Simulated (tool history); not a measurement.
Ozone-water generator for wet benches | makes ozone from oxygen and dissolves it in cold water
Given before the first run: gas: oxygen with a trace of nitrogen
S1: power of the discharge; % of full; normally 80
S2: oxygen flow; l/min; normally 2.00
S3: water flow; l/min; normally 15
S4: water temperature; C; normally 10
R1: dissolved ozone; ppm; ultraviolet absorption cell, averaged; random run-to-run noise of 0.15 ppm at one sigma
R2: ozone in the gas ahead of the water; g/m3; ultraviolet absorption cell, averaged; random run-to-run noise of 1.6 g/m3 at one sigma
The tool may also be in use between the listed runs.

run	hour	S1	S2	S3	S4	R1	R2
1	0.0	80	2.00	15	10	18.0	299.0
2	74.5	80	2.00	15	10	18.6	299.2
3	228.0	80	2.00	15	10	18.0	298.8
4	361.7	80	2.00	15	10	18.2	300.8
5	430.3	80	2.00	15	10	18.4	299.2
6	521.5	80	2.00	15	10	18.2	300.1
7	612.2	80	2.00	15	10	18.4	301.3
8	769.0	65	2.00	15	10	16.0	261.0
9	921.9	80	2.00	22	10	12.2	300.4
10	993.9	80	2.00	15	8	18.5	296.7
11	1069.9	80	2.00	15	8	18.5	301.5
12	1184.6	80	2.00	15	8	18.6	299.8
13	1322.2	80	2.00	15	8	18.2	299.4
14	1470.8	80	2.00	13	10	20.9	298.8
15	1626.7	80	2.00	19	10	14.4	298.8
16	1763.2	80	2.00	19	10	14.2	300.2
17	1925.2	80	2.00	19	10	14.4	300.5
18	2087.0	80	2.35	17	11	16.6	271.9
19	2255.3	60	2.60	11	6	21.1	208.4
20	2360.3	69	2.00	11	10	22.2	271.0
21	2511.1	69	2.00	11	10	22.2	270.0
22	2645.5	74	2.00	15	10	17.3	285.3
23	2794.1	74	2.00	15	10	17.1	287.1
24	2871.6	74	2.00	15	10	17.2	284.8
25	3037.0	74	2.00	15	10	17.3	285.2
26	3177.7	60	2.88	23	10	10.2	196.6
27	3276.6	60	2.88	23	10	10.0	196.4
28	3396.1	60	2.88	23	10	10.4	196.5
29	3542.4	60	2.88	23	10	10.0	195.1
30	3704.2	60	1.27	11	5	19.5	328.4
31	3836.7	60	2.32	11	17	18.8	226.1
32	3971.6	60	2.32	11	17	18.7	223.2
33	4103.5	66	2.44	15	5	17.0	233.5

Below are 4 alternative next runs, each starting from the tool's condition after run 33. Predict each:
A	4268.8	80	2.00	15	7	?	?
B	4268.8	68	2.00	15	11	?	?
C	4268.8	50	2.44	15	17	?	?
D	4268.8	66	2.44	15	14	?	?

run	R1	R2
A	18.6	300.3
B	16.1	268.3
C	12.5	193.3
D	15.8	233.2
With the hidden condition removed and each run's random variation left untouched, the same runs would have given:
run	R1	R2
A	18.6	300.5
B	16.1	268.5
C	12.5	193.4
D	15.8	233.3

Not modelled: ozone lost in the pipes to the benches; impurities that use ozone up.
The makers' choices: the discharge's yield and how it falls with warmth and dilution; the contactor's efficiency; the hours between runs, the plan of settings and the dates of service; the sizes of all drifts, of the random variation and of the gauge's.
